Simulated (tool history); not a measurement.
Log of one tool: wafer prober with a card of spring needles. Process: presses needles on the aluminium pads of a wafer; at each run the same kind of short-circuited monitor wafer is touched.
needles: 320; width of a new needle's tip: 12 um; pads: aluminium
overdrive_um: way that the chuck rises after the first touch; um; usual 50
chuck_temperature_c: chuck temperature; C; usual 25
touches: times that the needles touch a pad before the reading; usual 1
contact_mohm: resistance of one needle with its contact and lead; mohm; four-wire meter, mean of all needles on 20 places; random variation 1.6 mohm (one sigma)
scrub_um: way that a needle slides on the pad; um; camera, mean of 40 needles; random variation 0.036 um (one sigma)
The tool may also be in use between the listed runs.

run   hour  overdrive_um  chuck_temperature_c  touches  contact_mohm  scrub_um
  1    0.0            50                   25        1           188     13.76
      14.1  -- tips cleaned on abrasive film
  2   14.2            50                   46        1           171     13.76
  3   24.5            50                   46        1           226     13.83
      32.3  -- tips cleaned on abrasive film
  4   35.3            50                   25        1           187     13.77
      49.4  -- tips cleaned on abrasive film
  5   53.7            50                   25        1           198     13.75
      67.6  -- tips cleaned on abrasive film
  6   72.7            50                   25        1           197     13.68
  7   81.8            50                   25        1           231     13.69
      85.6  -- tips cleaned on abrasive film
  8   93.3            50                   25        1           215     13.64
      95.5  -- height of the first contact set anew
     103.0  -- tips cleaned on abrasive film
  9  110.4            50                   25        1           206     13.65
     120.2  -- tips cleaned on abrasive film
 10  121.5            50                   25        1           171     13.58
     137.8  -- tips cleaned on abrasive film
 11  141.0            50                   25        1           186     13.68
     148.0  -- height of the first contact set anew, once more
     156.6  -- tips cleaned on abrasive film
 12  157.8            50                   25        1           177     13.84
     173.7  -- tips cleaned on abrasive film
 13  173.7            50                   86        1           178     13.74
     191.0  -- tips cleaned on abrasive film
 14  191.9            50                   36        3           171     13.73
 15  204.9            38                   25        2           240     10.41
     208.2  -- tips cleaned on abrasive film
 16  215.9            36                   26        2           225      9.86
     226.4  -- tips cleaned on abrasive film
 17  232.5            36                   26        2           222      9.84
     243.7  -- tips cleaned on abrasive film
 18  245.8            62                   26        2           162     17.06
     261.2  -- tips cleaned on abrasive film
 19  263.9            62                   26        2           167     16.98
 20  275.2            62                   94        1           216     16.93
     278.4  -- tips cleaned on abrasive film
 21  293.5            50                   25        2           205     13.67
     295.9  -- tips cleaned on abrasive film
 22  308.0            36                   25        1           303      9.80
     313.5  -- tips cleaned on abrasive film
 23  318.1            63                   86        1           187     17.23

Forecast each of these 5 alternatives for the next run:
     331.0  -- tips cleaned on abrasive film
  A  339.3            39                   52        1             ?         ?
     331.0  -- tips cleaned on abrasive film
  B  339.3            32                   26        2             ?         ?
     331.0  -- tips cleaned on abrasive film
  C  339.3            39                   41        1             ?         ?
     331.0  -- tips cleaned on abrasive film
  D  339.3            50                   33        1             ?         ?
     331.0  -- tips cleaned on abrasive film
  E  339.3            50                   86        1             ?         ?

run  contact_mohm  scrub_um
  A           260     10.55
  B           256      8.70
  C           261     10.55
  D           223     13.60
  E           225     13.58
Without the tool's hidden state the same runs would have given:
run  contact_mohm  scrub_um
  A           172     10.70
  B           174      8.85
  C           170     10.70
  D           164     13.76
  E           171     13.73
